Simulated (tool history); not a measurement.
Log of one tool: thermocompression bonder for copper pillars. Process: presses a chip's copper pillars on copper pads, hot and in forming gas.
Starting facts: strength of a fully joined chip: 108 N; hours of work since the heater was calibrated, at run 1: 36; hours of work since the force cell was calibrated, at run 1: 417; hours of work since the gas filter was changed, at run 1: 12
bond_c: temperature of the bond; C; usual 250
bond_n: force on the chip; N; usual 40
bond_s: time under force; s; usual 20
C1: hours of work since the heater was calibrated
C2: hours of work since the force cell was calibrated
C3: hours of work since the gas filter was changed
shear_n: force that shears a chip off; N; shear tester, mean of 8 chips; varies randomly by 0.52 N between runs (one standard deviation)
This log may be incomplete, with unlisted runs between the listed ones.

Run 1, hour 0: usual settings; C1 36; C2 417; C3 12. Result: shear_n 62.6 N.
Run 2, hour 19.7: usual settings; C1 50; C2 431; C3 26. Result: shear_n 62.4 N.
Run 3, hour 31.2: usual settings but bond_n 37 N; C1 58; C2 440; C3 34. Result: shear_n 57.7 N.
Run 4, hour 40.4: usual settings but bond_n 37 N, bond_s 37 s; C1 65; C2 446; C3 41. Result: shear_n 70.5 N.
Run 5, hour 55.4: usual settings but bond_n 37 N, bond_s 37 s; C1 76; C2 457; C3 52. Result: shear_n 71.6 N.
Run 6, hour 67.7: usual settings but bond_n 37 N, bond_s 37 s; C1 85; C2 466; C3 61. Result: shear_n 70.3 N.
Run 7, hour 77.9: usual settings but bond_c 243 C; C1 92; C2 473; C3 68. Result: shear_n 58.3 N.
Run 8, hour 91.3: usual settings but bond_c 243 C; C1 102; C2 483; C3 78. Result: shear_n 58.2 N.
Run 9, hour 100.8: usual settings but bond_c 243 C; C1 108; C2 490; C3 84. Result: shear_n 58.6 N.
Run 10, hour 115.5: usual settings but bond_c 243 C, bond_n 58 N; C1 119; C2 500; C3 95. Result: shear_n 76.2 N.
Run 11, hour 126.8: usual settings but bond_c 243 C, bond_n 26 N; C1 127; C2 509; C3 103. Result: shear_n 38.4 N.
Run 12, hour 142.9: usual settings but bond_c 278 C, bond_n 26 N; C1 139; C2 520; C3 115. Result: shear_n 55.7 N.
Run 13, hour 155.1: usual settings but bond_c 278 C, bond_n 26 N; C1 148; C2 529; C3 124. Result: shear_n 56.6 N.
Run 14, hour 171.8: usual settings but bond_c 278 C, bond_n 26 N; C1 160; C2 541; C3 136. Result: shear_n 56.9 N.
Run 15, hour 188.5: usual settings but bond_c 278 C, bond_n 26 N; C1 172; C2 553; C3 148. Result: shear_n 57.5 N.
Run 16, hour 201.6: usual settings but bond_n 27 N; C1 181; C2 562; C3 157. Result: shear_n 44.1 N.
Run 17, hour 220.9: usual settings but bond_n 27 N; C1 195; C2 576; C3 171. Result: shear_n 43.9 N.
Run 18, hour 237.5: usual settings but bond_n 27 N; C1 207; C2 588; C3 183. Result: shear_n 43.5 N.
Run 19, hour 254.7: usual settings but bond_c 276 C, bond_s 21 s; C1 219; C2 601; C3 195. Result: shear_n 78.4 N.
Run 20, hour 268.5: usual settings but bond_n 49 N; C1 229; C2 611; C3 205. Result: shear_n 73.2 N.

Run 21 has not been measured yet. What should we expect?
Run 21, hour 278.3: usual settings but bond_c 279 C, bond_n 49 N; C1 236; C2 618; C3 212. Result: shear_n ?.

{"run 21": {"shear_n": 88.6}}
Were there no unlogged condition in the tool, this run, its random variation unchanged, would have produced shear_n 88.9 N.

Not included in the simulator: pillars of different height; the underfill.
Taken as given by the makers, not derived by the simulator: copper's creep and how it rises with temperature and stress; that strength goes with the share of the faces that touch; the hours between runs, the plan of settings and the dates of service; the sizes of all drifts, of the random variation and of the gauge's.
